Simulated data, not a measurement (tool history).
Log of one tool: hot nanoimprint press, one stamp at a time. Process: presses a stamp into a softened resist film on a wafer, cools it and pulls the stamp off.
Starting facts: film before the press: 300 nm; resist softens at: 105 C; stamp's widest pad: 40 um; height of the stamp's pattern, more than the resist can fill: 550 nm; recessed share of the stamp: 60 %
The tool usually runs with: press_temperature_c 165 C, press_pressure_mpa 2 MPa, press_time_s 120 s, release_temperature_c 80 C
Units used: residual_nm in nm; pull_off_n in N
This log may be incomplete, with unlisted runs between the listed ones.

run     day  press_temperature_c  press_pressure_mpa  press_time_s  release_temperature_c  residual_nm  pull_off_n
  1       0                  165                   2           120                     80          145          94
  2   1.221                  165                   2           120                     80        145.5          96
  3     2.4                  166                   2           120                     80        140.3          94
  4   3.562                  166                   2           120                     80        139.9          99
  5   4.633                  165                   2           137                     80        136.7         101
  6   5.254                  165                   2           137                     80        138.1         100
  7   6.321                  165                   2           137                     80          137          97
  8   7.371                  165                   2           137                     80        136.4          95
  9    8.95                  165                   2           137                     80        137.1          98
 10   9.562                  165                   2           120                     88        144.4          83
 11  10.788                  164                   2           120                     80        147.9          96
 12  11.921                  164                   2           120                     80        148.8         102
 13  12.938                  164                   2           120                     80        148.2          98
 14  13.612                  164                   2           120                     80        148.5          97
 15  14.458                  164                   2           120                     80        149.8          97
 16    15.8                  164                   2           187                     80        124.9          98
 17  16.383                  168                   2           120                     80          126          98
 18  17.704                  173                   2           120                     84        104.8          89
 19  18.383                  162                 2.8           127                     84        136.5          92
 20  19.192                  165                2.82            88                     65          142         137
 21  20.404                  165                2.12           174                     80        122.3         100
 22  21.738                  165                2.12           174                     80        122.2         100
 23  22.383                  162                2.46           144                     81        140.4          93
 24  23.275                  173                2.46           144                     84         88.5          91
 25  24.096                  157                   2           103                     67        200.6         124
 26  25.017                  162                   2            96                     80        174.9          99
 27  26.125                  162                2.17            96                     74        169.5         109
 28  27.571                  162                1.22            96                     74        202.4         109
 29  29.067                  159                2.06            96                     74        189.3         109

Missing from the log above: 5 entries noted between runs. For each, name the pair of listed runs it sits between and say how the tool's hidden condition differs from the listed run just before to the listed run just after:
Runs 4 to 5: plate thermocouple calibrated (day 3.804)
  true temperature over the reading, C: -0.06 -> 0.01; pressure that arrives at the usual setting, %: 99.9 -> 99.89; drift of the gauge itself on residual_nm, %: -0.5 -> -0.63
  measured value less the no-hidden-state value, residual_nm: -0.3 -> -0.8 nm
Runs 8 to 9: press's hydraulic seals changed and the load cell set to zero (day 8.446)
  pressure that arrives at the usual setting, %: 99.89 -> 100; grip of the stamp's worn release coat, % over a new coat's: 0.3 -> 0.4; drift of the gauge itself on residual_nm, %: -1.02 -> -1.19
  measured value less the no-hidden-state value, residual_nm: -1.3 -> -1.6 nm
Runs 19 to 20: gauge calibrated (day 18.979)
  drift of the gauge itself on residual_nm, %: -2.52 -> -0.03
  measured value less the no-hidden-state value, residual_nm: -3.3 -> +0.2 nm
Runs 27 to 28: plate thermocouple calibrated (day 27.183)
  true temperature over the reading, C: -0.04 -> 0.01; pressure that arrives at the usual setting, %: 99.97 -> 99.96; grip of the stamp's worn release coat, % over a new coat's: 1.1 -> 1.2; drift of the gauge itself on residual_nm, %: -1 -> -1.19
  measured value less the no-hidden-state value, residual_nm: -1.4 -> -2.4 nm
Runs 28 to 29: stamp cleaned and given a new release coat (day 28.067)
  true temperature over the reading, C: 0.01 -> 0; grip of the stamp's worn release coat, % over a new coat's: 1.2 -> 0; drift of the gauge itself on residual_nm, %: -1.19 -> -1.36
  measured value less the no-hidden-state value, residual_nm: -2.4 -> -2.6 nm

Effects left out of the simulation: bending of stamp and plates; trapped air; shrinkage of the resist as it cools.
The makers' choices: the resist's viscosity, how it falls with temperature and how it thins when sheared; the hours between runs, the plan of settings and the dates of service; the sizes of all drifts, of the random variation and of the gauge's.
